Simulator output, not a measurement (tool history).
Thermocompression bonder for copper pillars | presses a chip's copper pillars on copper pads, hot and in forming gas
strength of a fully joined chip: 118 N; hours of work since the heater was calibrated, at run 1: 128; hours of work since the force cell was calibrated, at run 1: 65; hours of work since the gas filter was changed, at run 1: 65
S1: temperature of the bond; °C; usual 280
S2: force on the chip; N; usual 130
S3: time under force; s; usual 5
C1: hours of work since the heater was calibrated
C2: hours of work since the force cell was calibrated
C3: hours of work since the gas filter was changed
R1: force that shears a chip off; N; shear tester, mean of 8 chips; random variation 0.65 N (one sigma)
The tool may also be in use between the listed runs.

Run 1, hour 0.0: usual settings; C1 128; C2 65; C3 65. Result: R1 39.7 N.
Run 2, hour 10.9: usual settings; C1 136; C2 73; C3 73. Result: R1 38.6 N.
Run 3, hour 27.4: usual settings; C1 148; C2 85; C3 85. Result: R1 39.0 N.
Run 4, hour 36.3: usual settings; C1 154; C2 91; C3 91. Result: R1 37.9 N.
Run 5, hour 55.8: usual settings but S2 161 N; C1 168; C2 105; C3 105. Result: R1 47.2 N.
Run 6, hour 65.8: usual settings; C1 176; C2 113; C3 113. Result: R1 37.8 N.
Run 7, hour 78.3: usual settings; C1 185; C2 122; C3 122. Result: R1 38.0 N.
Run 8, hour 86.8: usual settings; C1 191; C2 128; C3 128. Result: R1 36.9 N.
Run 9, hour 100.8: usual settings but S1 253 °C; C1 201; C2 138; C3 138. Result: R1 25.1 N.
Run 10, hour 109.8: usual settings but S1 253 °C; C1 208; C2 145; C3 145. Result: R1 26.2 N.
Run 11, hour 125.6: usual settings but S1 253 °C; C1 219; C2 156; C3 156. Result: R1 25.6 N.
Run 12, hour 140.2: usual settings but S1 253 °C; C1 230; C2 167; C3 167. Result: R1 25.0 N.
Run 13, hour 159.2: usual settings but S1 253 °C; C1 244; C2 181; C3 181. Result: R1 24.5 N.
Run 14, hour 176.4: usual settings but S1 259 °C; C1 257; C2 194; C3 194. Result: R1 27.6 N.
Run 15, hour 185.1: usual settings but S1 259 °C; C1 263; C2 200; C3 200. Result: R1 27.4 N.
Run 16, hour 194.1: usual settings; C1 269; C2 206; C3 206. Result: R1 35.9 N.
Run 17, hour 210.7: usual settings; C1 282; C2 219; C3 219. Result: R1 35.5 N.
At hour 213.9: forming gas filter changed.
Run 18, hour 227.6: usual settings but S2 173 N; C1 294; C2 231; C3 10. Result: R1 50.9 N.
Run 19, hour 244.0: usual settings but S2 173 N; C1 306; C2 243; C3 22. Result: R1 50.6 N.
Run 20, hour 254.0: usual settings but S2 173 N; C1 313; C2 250; C3 29. Result: R1 50.5 N.
Run 21, hour 269.0: usual settings but S1 254 °C, S2 136 N, S3 12 s; C1 324; C2 261; C3 40. Result: R1 40.5 N.
Run 22, hour 287.1: usual settings but S1 254 °C, S2 136 N, S3 12 s; C1 337; C2 274; C3 53. Result: R1 39.1 N.
Run 23, hour 302.0: usual settings but S1 268 °C, S2 98 N, S3 10 s; C1 348; C2 285; C3 64. Result: R1 31.4 N.
Run 24, hour 320.8: usual settings but S1 268 °C, S2 98 N, S3 10 s; C1 362; C2 299; C3 78. Result: R1 31.7 N.
Run 25, hour 334.2: usual settings but S1 268 °C, S2 98 N, S3 10 s; C1 372; C2 308; C3 88. Result: R1 31.2 N.
Run 26, hour 346.4: usual settings but S1 268 °C, S2 98 N, S3 10 s; C1 380; C2 317; C3 97. Result: R1 31.5 N.
At hour 349.7: force cell calibrated.
Run 27, hour 366.8: usual settings but S1 297 °C, S2 88 N; C1 394; C2 12; C3 111. Result: R1 31.0 N.
Run 28, hour 378.5: usual settings but S2 111 N, S3 6 s; C1 403; C2 21; C3 119. Result: R1 33.7 N.
Run 29, hour 386.5: usual settings but S1 309 °C; C1 409; C2 27; C3 125. Result: R1 49.6 N.
Run 30, hour 395.8: usual settings but S1 265 °C, S3 6 s; C1 415; C2 34; C3 132. Result: R1 32.7 N.
Run 31, hour 411.5: usual settings but S1 264 °C, S2 105 N, S3 6 s; C1 427; C2 45; C3 143. Result: R1 24.4 N.
At hour 421.3: force cell calibrated, once more.
Run 32, hour 422.9: usual settings but S1 293 °C, S2 105 N, S3 6 s; C1 434; C2 1; C3 150. Result: R1 34.9 N.
Run 33, hour 438.0: usual settings but S1 265 °C, S2 105 N, S3 3 s; C1 445; C2 12; C3 162. Result: R1 17.7 N.
Run 34, hour 453.1: usual settings but S1 274 °C, S3 8 s; C1 456; C2 23; C3 172. Result: R1 37.7 N.
Run 35, hour 472.6: usual settings but S1 274 °C, S3 8 s; C1 470; C2 37; C3 187. Result: R1 37.0 N.
Run 36, hour 485.6: usual settings but S1 298 °C, S2 123 N; C1 480; C2 47; C3 196. Result: R1 40.2 N.
Run 37, hour 494.1: usual settings but S1 298 °C, S2 123 N; C1 486; C2 53; C3 202. Result: R1 39.0 N.
Run 38, hour 508.2: usual settings but S1 309 °C, S2 190 N, S3 10 s; C1 496; C2 63; C3 213. Result: R1 78.3 N.
Run 39, hour 517.0: usual settings but S1 258 °C, S2 161 N, S3 10 s; C1 503; C2 70; C3 219. Result: R1 41.9 N.

Forecast each of these 4 alternatives for the next run:
At hour 519.8: forming gas filter changed.
Run A, hour 525.4: usual settings but S1 258 °C, S2 139 N, S3 14 s; C1 509; C2 76; C3 4. Result: R1 ?.
At hour 519.8: forming gas filter changed.
Run B, hour 525.4: usual settings but S1 258 °C, S2 122 N, S3 15 s; C1 509; C2 76; C3 4. Result: R1 ?.
At hour 519.8: forming gas filter changed.
Run C, hour 525.4: usual settings but S1 285 °C, S2 148 N, S3 4 s; C1 509; C2 76; C3 4. Result: R1 ?.
At hour 519.8: forming gas filter changed.
Run D, hour 525.4: usual settings but S1 254 °C, S2 131 N; C1 509; C2 76; C3 4. Result: R1 ?.

run    R1
  A  43.8
  B  39.6
  C  40.1
  D  25.1
Without the tool's hidden state the same runs would have given:
run    R1
  A  50.8
  B  46.0
  C  45.8
  D  29.7
